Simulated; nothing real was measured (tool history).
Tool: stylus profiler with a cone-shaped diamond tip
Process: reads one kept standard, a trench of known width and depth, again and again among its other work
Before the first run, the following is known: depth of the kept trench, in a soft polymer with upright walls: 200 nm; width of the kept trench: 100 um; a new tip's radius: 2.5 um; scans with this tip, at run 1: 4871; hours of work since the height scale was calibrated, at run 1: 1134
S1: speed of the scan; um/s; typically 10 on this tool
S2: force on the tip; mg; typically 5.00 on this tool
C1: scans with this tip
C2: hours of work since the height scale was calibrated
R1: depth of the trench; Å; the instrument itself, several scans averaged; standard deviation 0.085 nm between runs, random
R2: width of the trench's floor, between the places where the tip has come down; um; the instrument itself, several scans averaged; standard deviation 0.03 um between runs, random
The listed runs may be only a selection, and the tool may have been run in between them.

run    hour  S1    S2    C1    C2      R1     R2
  1     0.0  10  5.00  4871  1134  2050.1  98.00
  2   107.5  10  5.00  5148  1198  2049.3  98.02
  3   190.3  10  5.00  5362  1248  2048.5  98.00
  4   243.0  21  5.00  5498  1279  2049.8  98.01
  5   304.5  21  5.00  5656  1316  2047.4  98.00
  6   402.1  21  5.00  5908  1375  2048.8  98.02
  7   474.2  10  5.00  6094  1418  2049.9  98.01
  8   527.3  10  5.00  6231  1450  2048.6  98.02
  9   632.5  10  5.00  6502  1513  2048.8  98.00
 10   684.7  10  5.00  6637  1545  2048.5  98.02
 11   790.6   2  5.00  6910  1608  2049.0  98.02
 12   873.8   2  5.00  7124  1658  2049.8  98.04
 13   932.7   2  5.00  7276  1693  2048.4  98.08
 14  1005.6   3  6.23  7464  1737  2056.3  98.00
 15  1059.1   2  7.67  7602  1769  2065.4  98.04
 16  1121.6  10  6.28  7763  1807  2057.7  97.99
 17  1196.1  14  3.91  7955  1851  2042.5  97.99
 18  1260.6   4  7.88  8122  1890  2067.2  98.01
 19  1322.1   4  7.88  8280  1927  2067.3  98.11
 20  1377.0   4  7.88  8422  1960  2065.1  98.07

What if the next run were any one of these 3? Each begins from the tool's condition after run 20:
  A  1462.4  12   6.00  8642  2011   ?   ?
  B  1462.4   4   7.99  8642  2011   ?   ?
  C  1462.4   5  10.97  8642  2011   ?   ?

run      R1     R2
  A  2055.4  97.99
  B  2067.5  98.02
  C  2083.6  98.00
What these runs would have given with no unlogged condition in the tool:
run      R1     R2
  A  2055.5  98.00
  B  2067.6  98.03
  C  2083.8  98.02

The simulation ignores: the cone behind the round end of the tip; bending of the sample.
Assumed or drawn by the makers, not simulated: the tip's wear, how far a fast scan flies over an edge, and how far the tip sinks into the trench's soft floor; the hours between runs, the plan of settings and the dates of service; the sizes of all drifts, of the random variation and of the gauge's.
